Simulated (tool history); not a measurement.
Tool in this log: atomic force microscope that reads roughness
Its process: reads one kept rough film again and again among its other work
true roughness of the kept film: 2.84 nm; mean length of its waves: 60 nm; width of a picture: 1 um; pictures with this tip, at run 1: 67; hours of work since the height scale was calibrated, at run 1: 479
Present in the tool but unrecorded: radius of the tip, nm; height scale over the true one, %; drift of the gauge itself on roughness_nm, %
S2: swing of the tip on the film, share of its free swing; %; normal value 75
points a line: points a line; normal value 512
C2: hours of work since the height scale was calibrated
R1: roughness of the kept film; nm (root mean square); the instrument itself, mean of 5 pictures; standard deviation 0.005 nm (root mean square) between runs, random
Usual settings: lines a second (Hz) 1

{"run": 1, "hour": 0.0, "lines a second (Hz)": 1, "S2": 75, "points a line": 512, "pictures with this tip": 67, "C2": 479, "R1": 2.597}
{"run": 2, "hour": 11.9, "lines a second (Hz)": 3.59, "S2": 75, "points a line": 512, "pictures with this tip": 84, "C2": 488, "R1": 2.243}
{"run": 3, "hour": 21.2, "lines a second (Hz)": 3.59, "S2": 75, "points a line": 512, "pictures with this tip": 97, "C2": 495, "R1": 2.24}
{"run": 4, "hour": 36.9, "lines a second (Hz)": 3.59, "S2": 75, "points a line": 512, "pictures with this tip": 119, "C2": 507, "R1": 2.227}
{"run": 5, "hour": 49.2, "lines a second (Hz)": 3.59, "S2": 75, "points a line": 512, "pictures with this tip": 137, "C2": 516, "R1": 2.223}
{"hour": 53.3, "done": "new tip fitted"}
{"run": 6, "hour": 65.2, "lines a second (Hz)": 1, "S2": 75, "points a line": 817, "pictures with this tip": 17, "C2": 528, "R1": 2.63}
{"run": 7, "hour": 74.2, "lines a second (Hz)": 1, "S2": 75, "points a line": 817, "pictures with this tip": 30, "C2": 535, "R1": 2.616}
{"run": 8, "hour": 89.8, "lines a second (Hz)": 3.88, "S2": 75, "points a line": 512, "pictures with this tip": 52, "C2": 546, "R1": 2.21}
{"run": 9, "hour": 110.1, "lines a second (Hz)": 1, "S2": 70, "points a line": 512, "pictures with this tip": 81, "C2": 562, "R1": 2.631}
{"run": 10, "hour": 124.6, "lines a second (Hz)": 1, "S2": 70, "points a line": 512, "pictures with this tip": 101, "C2": 573, "R1": 2.625}
{"run": 11, "hour": 145.7, "lines a second (Hz)": 1, "S2": 75, "points a line": 512, "pictures with this tip": 131, "C2": 588, "R1": 2.576}
{"hour": 153.4, "done": "new tip fitted"}
{"run": 12, "hour": 159.8, "lines a second (Hz)": 1, "S2": 75, "points a line": 265, "pictures with this tip": 10, "C2": 599, "R1": 2.61}
{"run": 13, "hour": 177.3, "lines a second (Hz)": 1, "S2": 75, "points a line": 265, "pictures with this tip": 34, "C2": 612, "R1": 2.605}
{"run": 14, "hour": 187.8, "lines a second (Hz)": 1, "S2": 75, "points a line": 265, "pictures with this tip": 49, "C2": 620, "R1": 2.601}
{"run": 15, "hour": 207.4, "lines a second (Hz)": 1, "S2": 75, "points a line": 265, "pictures with this tip": 77, "C2": 635, "R1": 2.589}
{"run": 16, "hour": 226.6, "lines a second (Hz)": 1, "S2": 75, "points a line": 265, "pictures with this tip": 105, "C2": 649, "R1": 2.584}
{"run": 17, "hour": 239.3, "lines a second (Hz)": 1, "S2": 75, "points a line": 265, "pictures with this tip": 123, "C2": 659, "R1": 2.568}
{"hour": 252.9, "done": "new tip fitted"}
{"run": 18, "hour": 254.7, "lines a second (Hz)": 1, "S2": 75, "points a line": 550, "pictures with this tip": 3, "C2": 670, "R1": 2.633}
{"run": 19, "hour": 265.8, "lines a second (Hz)": 1, "S2": 75, "points a line": 550, "pictures with this tip": 19, "C2": 678, "R1": 2.627}
{"run": 20, "hour": 279.7, "lines a second (Hz)": 1.77, "S2": 75, "points a line": 512, "pictures with this tip": 38, "C2": 689, "R1": 2.504}
{"run": 21, "hour": 298.9, "lines a second (Hz)": 1.77, "S2": 75, "points a line": 512, "pictures with this tip": 66, "C2": 703, "R1": 2.484}
{"run": 22, "hour": 309.9, "lines a second (Hz)": 1.77, "S2": 75, "points a line": 512, "pictures with this tip": 81, "C2": 712, "R1": 2.477}
{"run": 23, "hour": 328.2, "lines a second (Hz)": 1, "S2": 75, "points a line": 593, "pictures with this tip": 107, "C2": 725, "R1": 2.592}
{"run": 24, "hour": 345.0, "lines a second (Hz)": 1, "S2": 75, "points a line": 593, "pictures with this tip": 131, "C2": 738, "R1": 2.59}
{"hour": 353.2, "done": "new tip fitted"}
{"run": 25, "hour": 360.0, "lines a second (Hz)": 1, "S2": 75, "points a line": 593, "pictures with this tip": 10, "C2": 749, "R1": 2.621}
{"run": 26, "hour": 378.9, "lines a second (Hz)": 0.74, "S2": 75, "points a line": 512, "pictures with this tip": 37, "C2": 763, "R1": 2.658}
{"run": 27, "hour": 394.9, "lines a second (Hz)": 0.67, "S2": 75, "points a line": 935, "pictures with this tip": 59, "C2": 775, "R1": 2.67}
{"run": 28, "hour": 415.6, "lines a second (Hz)": 0.7, "S2": 59, "points a line": 864, "pictures with this tip": 89, "C2": 791, "R1": 2.728}
{"run": 29, "hour": 427.4, "lines a second (Hz)": 0.7, "S2": 59, "points a line": 864, "pictures with this tip": 106, "C2": 800, "R1": 2.714}
{"run": 30, "hour": 441.1, "lines a second (Hz)": 0.7, "S2": 59, "points a line": 864, "pictures with this tip": 125, "C2": 810, "R1": 2.707}
{"hour": 453.7, "done": "new tip fitted"}
{"run": 31, "hour": 453.7, "lines a second (Hz)": 1.15, "S2": 70, "points a line": 303, "pictures with this tip": 0, "C2": 819, "R1": 2.637}
{"run": 32, "hour": 464.7, "lines a second (Hz)": 0.9, "S2": 58, "points a line": 331, "pictures with this tip": 16, "C2": 828, "R1": 2.735}
{"run": 33, "hour": 479.9, "lines a second (Hz)": 0.9, "S2": 58, "points a line": 331, "pictures with this tip": 37, "C2": 839, "R1": 2.727}
{"run": 34, "hour": 497.6, "lines a second (Hz)": 1.44, "S2": 67, "points a line": 466, "pictures with this tip": 63, "C2": 852, "R1": 2.62}
{"run": 35, "hour": 515.0, "lines a second (Hz)": 1.44, "S2": 67, "points a line": 466, "pictures with this tip": 87, "C2": 866, "R1": 2.603}
{"run": 36, "hour": 526.3, "lines a second (Hz)": 1.44, "S2": 67, "points a line": 466, "pictures with this tip": 104, "C2": 874, "R1": 2.607}
{"run": 37, "hour": 544.2, "lines a second (Hz)": 2.28, "S2": 58, "points a line": 994, "pictures with this tip": 129, "C2": 888, "R1": 2.621}
{"hour": 553.2, "done": "new tip fitted"}
{"run": 38, "hour": 556.3, "lines a second (Hz)": 1.19, "S2": 58, "points a line": 665, "pictures with this tip": 4, "C2": 896, "R1": 2.729}
{"run": 39, "hour": 576.6, "lines a second (Hz)": 1.92, "S2": 86, "points a line": 405, "pictures with this tip": 33, "C2": 912, "R1": 2.292}
{"run": 40, "hour": 589.5, "lines a second (Hz)": 3.73, "S2": 72, "points a line": 512, "pictures with this tip": 52, "C2": 921, "R1": 2.299}
{"run": 41, "hour": 609.4, "lines a second (Hz)": 3.73, "S2": 72, "points a line": 512, "pictures with this tip": 80, "C2": 936, "R1": 2.288}
{"run": 42, "hour": 623.9, "lines a second (Hz)": 1.7, "S2": 77, "points a line": 512, "pictures with this tip": 100, "C2": 947, "R1": 2.459}
{"run": 43, "hour": 633.0, "lines a second (Hz)": 1.65, "S2": 67, "points a line": 512, "pictures with this tip": 113, "C2": 954, "R1": 2.575}
{"hour": 653.1, "done": "new tip fitted"}
{"run": 44, "hour": 653.8, "lines a second (Hz)": 1.65, "S2": 67, "points a line": 512, "pictures with this tip": 1, "C2": 970, "R1": 2.624}
{"run": 45, "hour": 668.9, "lines a second (Hz)": 1.65, "S2": 67, "points a line": 512, "pictures with this tip": 23, "C2": 981, "R1": 2.606}
{"run": 46, "hour": 683.6, "lines a second (Hz)": 2.17, "S2": 56, "points a line": 926, "pictures with this tip": 44, "C2": 992, "R1": 2.669}
{"run": 47, "hour": 703.4, "lines a second (Hz)": 2.36, "S2": 73, "points a line": 263, "pictures with this tip": 72, "C2": 1007, "R1": 2.436}
{"run": 48, "hour": 712.8, "lines a second (Hz)": 0.76, "S2": 88, "points a line": 512, "pictures with this tip": 85, "C2": 1014, "R1": 2.534}
{"run": 49, "hour": 727.9, "lines a second (Hz)": 0.76, "S2": 88, "points a line": 512, "pictures with this tip": 107, "C2": 1025, "R1": 2.53}
{"run": 50, "hour": 743.5, "lines a second (Hz)": 1.68, "S2": 70, "points a line": 839, "pictures with this tip": 129, "C2": 1037, "R1": 2.544}
{"hour": 753.6, "done": "new tip fitted"}
{"run": 51, "hour": 753.6, "lines a second (Hz)": 1.68, "S2": 70, "points a line": 839, "pictures with this tip": 1, "C2": 1045, "R1": 2.602}
{"run": 52, "hour": 763.5, "lines a second (Hz)": 0.69, "S2": 76, "points a line": 695, "pictures with this tip": 15, "C2": 1052, "R1": 2.681}

Below, some changes in R1 between adjacent runs. For each, the amount present without the hidden state too (settings, incoming material, random variation) and the amount remaining for the hidden state with gauge scatter not shared by both compared results:
Run 5 -> 6: lines a second (Hz) 3.59 -> 1, points a line 512 -> 817, new tip fitted. R1 +0.407 nm (root mean square): hidden state +0.039, all else +0.368.
Run 8 -> 9: lines a second (Hz) 3.88 -> 1, S2 75 -> 70. R1 +0.421 nm (root mean square): hidden state -0.015, all else +0.436.
Run 17 -> 18: points a line 265 -> 550, new tip fitted. R1 +0.065 nm (root mean square): hidden state +0.052, all else +0.013.
Run 30 -> 31: lines a second (Hz) 0.7 -> 1.15, S2 59 -> 70, points a line 864 -> 303, new tip fitted. R1 -0.07 nm (root mean square): hidden state +0.051, all else -0.121.
Run 38 -> 39: lines a second (Hz) 1.19 -> 1.92, S2 58 -> 86, points a line 665 -> 405. R1 -0.437 nm (root mean square): hidden state -0.011, all else -0.426.
Run 50 -> 51: new tip fitted. R1 +0.058 nm (root mean square): hidden state +0.053, all else +0.005.
